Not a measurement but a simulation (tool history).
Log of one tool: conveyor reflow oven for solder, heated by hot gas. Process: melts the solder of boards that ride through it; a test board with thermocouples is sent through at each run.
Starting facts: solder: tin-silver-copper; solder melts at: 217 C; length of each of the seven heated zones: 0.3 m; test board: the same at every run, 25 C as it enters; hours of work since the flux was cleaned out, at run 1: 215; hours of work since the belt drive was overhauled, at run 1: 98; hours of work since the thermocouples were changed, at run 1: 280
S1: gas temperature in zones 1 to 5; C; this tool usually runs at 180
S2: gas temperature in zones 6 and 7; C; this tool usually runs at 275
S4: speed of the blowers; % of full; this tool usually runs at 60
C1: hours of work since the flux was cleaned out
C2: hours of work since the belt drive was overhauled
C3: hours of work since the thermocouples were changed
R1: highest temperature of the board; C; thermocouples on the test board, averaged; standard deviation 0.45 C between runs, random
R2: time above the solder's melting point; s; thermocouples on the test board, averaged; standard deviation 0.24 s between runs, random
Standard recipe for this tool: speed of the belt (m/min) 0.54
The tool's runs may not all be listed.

{"run": 1, "day": 0.0, "S1": 180, "S2": 275, "speed of the belt (m/min)": 0.54, "S4": 60, "C1": 215, "C2": 98, "C3": 280, "R1": 258.2, "R2": 54.9}
{"run": 2, "day": 0.433, "S1": 177, "S2": 275, "speed of the belt (m/min)": 0.54, "S4": 60, "C1": 223, "C2": 106, "C3": 288, "R1": 256.7, "R2": 53.4}
{"run": 3, "day": 0.804, "S1": 180, "S2": 275, "speed of the belt (m/min)": 0.54, "S4": 60, "C1": 230, "C2": 113, "C3": 294, "R1": 257.3, "R2": 54.7}
{"run": 4, "day": 1.192, "S1": 180, "S2": 275, "speed of the belt (m/min)": 0.54, "S4": 60, "C1": 237, "C2": 120, "C3": 301, "R1": 257.3, "R2": 54.8}
{"run": 5, "day": 1.479, "S1": 180, "S2": 275, "speed of the belt (m/min)": 0.54, "S4": 60, "C1": 242, "C2": 125, "C3": 306, "R1": 257.1, "R2": 54.8}
{"run": 6, "day": 1.754, "S1": 180, "S2": 271, "speed of the belt (m/min)": 0.54, "S4": 60, "C1": 247, "C2": 130, "C3": 311, "R1": 253.6, "R2": 52}
{"run": 7, "day": 1.933, "S1": 180, "S2": 271, "speed of the belt (m/min)": 0.54, "S4": 60, "C1": 250, "C2": 133, "C3": 315, "R1": 253.9, "R2": 52.6}
{"run": 8, "day": 2.112, "S1": 180, "S2": 289, "speed of the belt (m/min)": 0.54, "S4": 60, "C1": 253, "C2": 136, "C3": 318, "R1": 269.9, "R2": 60.1}
{"run": 9, "day": 2.512, "S1": 180, "S2": 289, "speed of the belt (m/min)": 0.54, "S4": 60, "C1": 261, "C2": 144, "C3": 325, "R1": 269.3, "R2": 60.4}
{"run": 10, "day": 2.879, "S1": 180, "S2": 289, "speed of the belt (m/min)": 0.54, "S4": 60, "C1": 267, "C2": 150, "C3": 332, "R1": 269.1, "R2": 60.5}
{"run": 11, "day": 3.142, "S1": 180, "S2": 272, "speed of the belt (m/min)": 0.437, "S4": 66, "C1": 272, "C2": 155, "C3": 337, "R1": 262.2, "R2": 71.1}
{"run": 12, "day": 3.496, "S1": 180, "S2": 272, "speed of the belt (m/min)": 0.437, "S4": 66, "C1": 278, "C2": 161, "C3": 343, "R1": 261.7, "R2": 71.1}
{"run": 13, "day": 3.767, "S1": 195, "S2": 275, "speed of the belt (m/min)": 0.484, "S4": 53, "C1": 283, "C2": 166, "C3": 348, "R1": 261.8, "R2": 70.2}
{"run": 14, "day": 3.967, "S1": 190, "S2": 285, "speed of the belt (m/min)": 0.54, "S4": 60, "C1": 287, "C2": 170, "C3": 351, "R1": 267.9, "R2": 62.9}
{"run": 15, "day": 4.367, "S1": 174, "S2": 284, "speed of the belt (m/min)": 0.518, "S4": 68, "C1": 294, "C2": 177, "C3": 359, "R1": 265.7, "R2": 59.8}
{"run": 16, "day": 4.683, "S1": 180, "S2": 275, "speed of the belt (m/min)": 0.54, "S4": 67, "C1": 300, "C2": 183, "C3": 364, "R1": 258, "R2": 55.1}
{"run": 17, "day": 5.012, "S1": 180, "S2": 273, "speed of the belt (m/min)": 0.54, "S4": 60, "C1": 306, "C2": 189, "C3": 370, "R1": 255.3, "R2": 52.9}
{"run": 18, "day": 5.338, "S1": 169, "S2": 273, "speed of the belt (m/min)": 0.54, "S4": 60, "C1": 312, "C2": 195, "C3": 376, "R1": 253.7, "R2": 48}
{"run": 19, "day": 5.533, "S1": 191, "S2": 267, "speed of the belt (m/min)": 0.514, "S4": 88, "C1": 315, "C2": 198, "C3": 380, "R1": 256.3, "R2": 61.7}

Consider 4 possible next runs. They are alternatives, not a sequence: every one starts from the tool as it was left by run 19. What does each give?
{"run": "A", "day": 5.838, "S1": 180, "S2": 268, "speed of the belt (m/min)": 0.54, "S4": 69, "C1": 321, "C2": 204, "C3": 385, "R1": "?", "R2": "?"}
{"run": "B", "day": 5.838, "S1": 191, "S2": 285, "speed of the belt (m/min)": 0.514, "S4": 81, "C1": 321, "C2": 204, "C3": 385, "R1": "?", "R2": "?"}
{"run": "C", "day": 5.838, "S1": 180, "S2": 275, "speed of the belt (m/min)": 0.539, "S4": 60, "C1": 321, "C2": 204, "C3": 385, "R1": "?", "R2": "?"}
{"run": "D", "day": 5.838, "S1": 183, "S2": 287, "speed of the belt (m/min)": 0.466, "S4": 88, "C1": 321, "C2": 204, "C3": 385, "R1": "?", "R2": "?"}

run=A R1=252.2 R2=51.8
run=B R1=271.7 R2=68.1
run=C R1=257.5 R2=54.5
run=D R1=275.7 R2=73.8
With the hidden condition removed and each run's random variation left untouched, the same runs would have given:
run=A R1=254.4 R2=53.5
run=B R1=273.8 R2=68.5
run=C R1=259.8 R2=55.9
run=D R1=277.7 R2=74.1

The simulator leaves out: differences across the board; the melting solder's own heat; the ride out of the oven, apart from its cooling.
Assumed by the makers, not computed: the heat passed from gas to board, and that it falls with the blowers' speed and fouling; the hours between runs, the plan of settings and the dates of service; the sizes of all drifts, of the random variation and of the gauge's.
